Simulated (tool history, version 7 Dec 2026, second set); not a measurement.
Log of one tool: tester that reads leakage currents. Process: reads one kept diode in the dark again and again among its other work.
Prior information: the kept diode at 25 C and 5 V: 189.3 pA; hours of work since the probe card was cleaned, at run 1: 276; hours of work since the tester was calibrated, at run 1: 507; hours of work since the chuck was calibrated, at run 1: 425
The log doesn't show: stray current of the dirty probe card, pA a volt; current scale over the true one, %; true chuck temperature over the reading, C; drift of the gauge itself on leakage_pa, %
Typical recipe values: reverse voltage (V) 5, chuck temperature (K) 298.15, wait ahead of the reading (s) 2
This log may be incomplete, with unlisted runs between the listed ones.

run,hour,reverse voltage (V),chuck temperature (K),wait ahead of the reading (s),hours of work since the probe card was cleaned,hours of work since the tester was calibrated,hours of work since the chuck was calibrated,current that the tester gives (pA)
1,0,5,298.15,2,276,507,425,189.01
2,38.1,1.32,298.15,2,297,529,447,99.47
3,75.2,1.32,298.15,2,318,550,468,99.01
4,148.1,1.32,298.15,1.48,360,591,509,99.2
# hour 224.1: chuck's temperature calibrated
5,236.9,5,322.15,2,409,640,7,1308.87
6,277.1,5,322.15,2,432,663,30,1309.34
7,312.4,5,298.15,2.16,452,683,50,190.29
8,398.9,5,298.15,2.16,501,732,99,189.28
9,481.3,5,294.15,2.16,548,779,146,134.42
10,554.5,5,294.15,2.16,589,821,187,134.2
11,602.5,5,298.15,0.32,616,848,215,194.98
12,670.6,5,298.15,0.32,655,886,253,193.77
13,736.6,5,298.15,0.32,692,924,291,194.68
14,798.5,5,298.15,1.74,728,959,326,189.58
15,839.3,3.2,298.15,2,751,982,349,152.87
16,881.2,3.2,298.15,2,774,1006,373,153.06
17,955.1,5,295.15,2,816,1048,415,146.23
18,1006.4,5,305.15,2,845,1077,444,344.41
19,1082.2,5,305.15,2,888,1120,487,340.85
20,1139.4,5,305.15,2,921,1152,519,345.1
# hour 1201.1: chuck's temperature calibrated
21,1206.2,5,305.15,2,958,1189,3,345.06
22,1243.5,5,305.15,2,979,1210,24,343.8
23,1321.5,1.67,303.15,0.56,1023,1254,68,171.17
24,1383.4,2.6,297.15,3.32,1058,1290,103,126.99
25,1465.6,7.71,315.15,2,1105,1336,150,940.59
26,1542.7,12.12,298.15,2,1149,1380,194,292.82
27,1586.9,5,295.15,2,1174,1405,219,146.52

Alternative continuations, all from the tool just after run 27; predict every row:
A,1655,17.86,309.15,2,1212,1444,257,?
B,1655,5,333.15,2,1212,1444,257,?
C,1655,5,299.15,3.29,1212,1444,257,?
D,1655,5,304.15,1.3,1212,1444,257,?

run,current that the tester gives (pA)
A,888.34
B,2865.11
C,206.95
D,317.09
Take away the tool's hidden state, keep each run's random variation, and the runs would have read:
run,current that the tester gives (pA)
A,888.07
B,2866.4
C,206.86
D,317.08

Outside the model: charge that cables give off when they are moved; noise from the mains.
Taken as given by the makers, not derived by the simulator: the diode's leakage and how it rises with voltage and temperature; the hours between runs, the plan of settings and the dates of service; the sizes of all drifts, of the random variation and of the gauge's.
